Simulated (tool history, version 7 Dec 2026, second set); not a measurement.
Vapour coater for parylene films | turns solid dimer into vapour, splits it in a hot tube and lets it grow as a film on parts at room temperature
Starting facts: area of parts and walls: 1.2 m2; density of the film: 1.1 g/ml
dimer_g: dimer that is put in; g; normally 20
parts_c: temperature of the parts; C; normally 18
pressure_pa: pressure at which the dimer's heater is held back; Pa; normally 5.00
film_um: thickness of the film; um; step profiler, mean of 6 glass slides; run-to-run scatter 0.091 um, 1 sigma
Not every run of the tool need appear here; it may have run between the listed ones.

| run | hour | dimer_g | parts_c | pressure_pa | film_um |
|---|---|---|---|---|---|
| 1 | 0.0 | 20 | 18 | 5.00 | 10.24 |
| 2 | 43.9 | 20 | 18 | 5.00 | 10.18 |
| 3 | 90.9 | 20 | 18 | 5.00 | 10.10 |
|  | 111.9 | trap's valve overhauled |
| 4 | 122.3 | 20 | 18 | 5.00 | 11.38 |
| 5 | 164.3 | 20 | 18 | 5.00 | 11.42 |
| 6 | 200.8 | 30 | 18 | 5.00 | 16.90 |
| 7 | 252.3 | 30 | 18 | 5.00 | 16.76 |
| 8 | 310.4 | 20 | 18 | 5.00 | 11.11 |
| 9 | 344.3 | 20 | 18 | 5.00 | 10.77 |
| 10 | 387.5 | 20 | 18 | 5.00 | 10.83 |
| 11 | 435.2 | 20 | 18 | 5.00 | 10.85 |
| 12 | 482.3 | 20 | 18 | 5.00 | 10.64 |
| 13 | 531.4 | 20 | 18 | 5.00 | 10.57 |
| 14 | 574.9 | 20 | 26 | 5.00 | 8.38 |
| 15 | 635.3 | 20 | 26 | 5.00 | 8.33 |
| 16 | 692.9 | 20 | 26 | 5.00 | 8.18 |
| 17 | 751.5 | 20 | 26 | 5.00 | 8.16 |
|  | 782.1 | trap's valve overhauled |
| 18 | 783.3 | 20 | 26 | 5.00 | 9.15 |
| 19 | 841.1 | 20 | 26 | 5.00 | 9.02 |
|  | 898.8 | table's thermometer calibrated |
| 20 | 900.3 | 20 | 26 | 5.00 | 8.60 |
| 21 | 953.1 | 20 | 18 | 2.39 | 12.86 |
| 22 | 995.5 | 16 | 18 | 6.46 | 7.99 |
| 23 | 1026.2 | 20 | 18 | 3.92 | 11.25 |
| 24 | 1070.7 | 20 | 18 | 2.90 | 11.91 |
| 25 | 1105.8 | 23 | 18 | 2.16 | 14.80 |
| 26 | 1156.0 | 23 | 18 | 2.16 | 14.62 |
| 27 | 1190.6 | 20 | 18 | 6.26 | 9.56 |
| 28 | 1230.9 | 22 | 18 | 7.66 | 10.01 |
| 29 | 1274.9 | 17 | 18 | 5.00 | 8.58 |
| 30 | 1311.0 | 23 | 17 | 5.00 | 11.67 |
| 31 | 1348.0 | 23 | 17 | 5.00 | 11.80 |
| 32 | 1382.9 | 12 | 20 | 2.79 | 6.43 |
| 33 | 1434.6 | 20 | 20 | 2.77 | 10.61 |
|  | 1452.3 | trap's valve overhauled |
| 34 | 1486.3 | 31 | 12 | 5.51 | 19.91 |
| 35 | 1533.5 | 18 | 12 | 7.82 | 10.51 |
| 36 | 1568.7 | 20 | 18 | 9.48 | 9.24 |
| 37 | 1595.0 | 26 | 18 | 5.00 | 14.25 |
| 38 | 1636.1 | 26 | 18 | 5.00 | 14.11 |

Measured result minus the same run's result without the hidden state. Both carry the same run-to-run variation, though not necessarily the same gauge scatter:
Unlogged tool condition in this case: vapour lost through the trap's worn valve, %; true temperature of the parts over the reading, C; drift of the gauge itself on film_um, %.
| run | film_um |
|---|---|
| 1 | -0.81 |
| 2 | -0.91 |
| 3 | -0.99 |
| 4 | +0.29 |
| 5 | +0.20 |
| 6 | +0.19 |
| 7 | +0.02 |
| 8 | -0.10 |
| 9 | -0.17 |
| 10 | -0.26 |
| 11 | -0.36 |
| 12 | -0.45 |
| 13 | -0.54 |
| 14 | -0.51 |
| 15 | -0.62 |
| 16 | -0.71 |
| 17 | -0.82 |
| 18 | +0.30 |
| 19 | +0.21 |
| 20 | -0.25 |
| 21 | -0.51 |
| 22 | -0.38 |
| 23 | -0.61 |
| 24 | -0.76 |
| 25 | -1.05 |
| 26 | -1.19 |
| 27 | -0.84 |
| 28 | -0.97 |
| 29 | -0.92 |
| 30 | -1.35 |
| 31 | -1.48 |
| 32 | -0.87 |
| 33 | -1.55 |
| 34 | -0.04 |
| 35 | -0.11 |
| 36 | -0.16 |
| 37 | -0.31 |
| 38 | -0.41 |
